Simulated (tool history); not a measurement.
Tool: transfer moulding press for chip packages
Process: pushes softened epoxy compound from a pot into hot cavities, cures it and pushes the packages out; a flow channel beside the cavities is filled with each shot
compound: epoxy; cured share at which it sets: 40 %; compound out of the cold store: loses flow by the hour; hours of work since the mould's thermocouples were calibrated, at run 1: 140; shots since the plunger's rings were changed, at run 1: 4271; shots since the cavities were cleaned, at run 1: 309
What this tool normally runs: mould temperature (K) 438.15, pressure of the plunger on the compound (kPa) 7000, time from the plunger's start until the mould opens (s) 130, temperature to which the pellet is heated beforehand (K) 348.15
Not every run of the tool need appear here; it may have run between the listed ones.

run,hour,mould temperature (K),pressure of the plunger on the compound (kPa),time from the plunger's start until the mould opens (s),temperature to which the pellet is heated beforehand (K),hours of work since the mould's thermocouples were calibrated,shots since the plunger's rings were changed,shots since the cavities were cleaned,incoming compound's hours out of the cold store,length that the compound runs in the flow channel (mm),greatest force on the pins that push the packages out (N)
1,0,438.15,7000,130,348.15,140,4271,309,39.3,693,461
2,7.6,438.15,6540,130,348.15,145,4338,376,21.1,708,451
3,16.8,438.15,7000,119,348.15,150,4419,457,17.9,729,510
4,21,438.15,7000,119,348.15,153,4455,493,38.1,704,505
5,27.8,438.15,7000,119,348.15,157,4515,553,45.9,687,503
6,33.5,438.15,7000,130,349.15,160,4565,603,11.9,741,495
7,39.7,438.15,7000,130,349.15,164,4619,657,36.1,696,476
8,46.7,438.15,7000,130,344.15,168,4680,718,39.2,700,468
# hour 52.6: cavities cleaned with cleaning compound and waxed
9,54.3,438.15,7000,130,344.15,172,4733,14,44.8,690,471
10,60.5,438.15,7000,130,344.15,175,4788,69,14.9,736,442
11,67.9,438.15,7000,130,344.15,180,4853,134,14.2,750,470
12,74,438.15,7000,130,339.15,183,4906,187,10.9,747,499
13,81.2,438.15,7000,130,339.15,188,4969,250,42.8,689,500
14,88.7,438.15,7000,130,338.15,192,5035,316,43.5,689,462
15,97,438.15,7710,130,348.15,197,5107,388,12.4,782,472
16,101.3,434.15,5970,132,358.15,199,5144,425,45.5,653,531
17,106.9,437.15,6340,154,346.15,203,5194,475,25.4,687,440
18,116.6,438.15,8570,130,346.15,208,5279,560,16.4,820,473
19,122.3,438.15,6190,130,341.15,212,5328,609,16.7,686,464
20,126.8,433.15,7000,146,341.15,214,5367,648,23.8,743,502
21,131.7,433.15,8410,116,350.15,217,5411,692,38.6,785,668
# hour 140.5: cavities cleaned with cleaning compound and waxed
22,140.5,433.15,6750,148,355.15,222,5475,0,38.6,701,466
23,148.1,433.15,6750,148,355.15,226,5541,66,27.9,722,481
# hour 156: plunger's sealing rings changed
24,160.1,438.15,8450,122,342.15,232,35,149,44,764,506
25,167.7,438.15,8450,122,342.15,236,101,215,47.8,750,483
26,173.2,435.15,5370,161,348.15,240,150,264,32.2,628,456
27,179.3,435.15,5370,161,341.15,243,203,317,26.4,638,456
28,188.7,442.15,7750,161,341.15,249,285,399,14.6,774,450
29,196.8,443.15,7830,165,351.15,254,356,470,38,718,453
30,205.3,443.15,7830,165,351.15,259,431,545,8.6,776,451

Predict each of these 3 candidate next runs independently; none follows another, all start after run 30:
A,209.8,443.15,5950,165,348.15,261,470,584,16.3,?,?
B,209.8,438.15,6620,130,349.15,261,470,584,42.7,?,?
C,209.8,434.15,7000,130,348.15,261,470,584,22.1,?,?

run,length that the compound runs in the flow channel (mm),greatest force on the pins that push the packages out (N)
A,663,450
B,670,464
C,740,546
Had the tool no hidden state, the same runs would have come out as:
run,length that the compound runs in the flow channel (mm),greatest force on the pins that push the packages out (N)
A,663,442
B,670,456
C,741,537

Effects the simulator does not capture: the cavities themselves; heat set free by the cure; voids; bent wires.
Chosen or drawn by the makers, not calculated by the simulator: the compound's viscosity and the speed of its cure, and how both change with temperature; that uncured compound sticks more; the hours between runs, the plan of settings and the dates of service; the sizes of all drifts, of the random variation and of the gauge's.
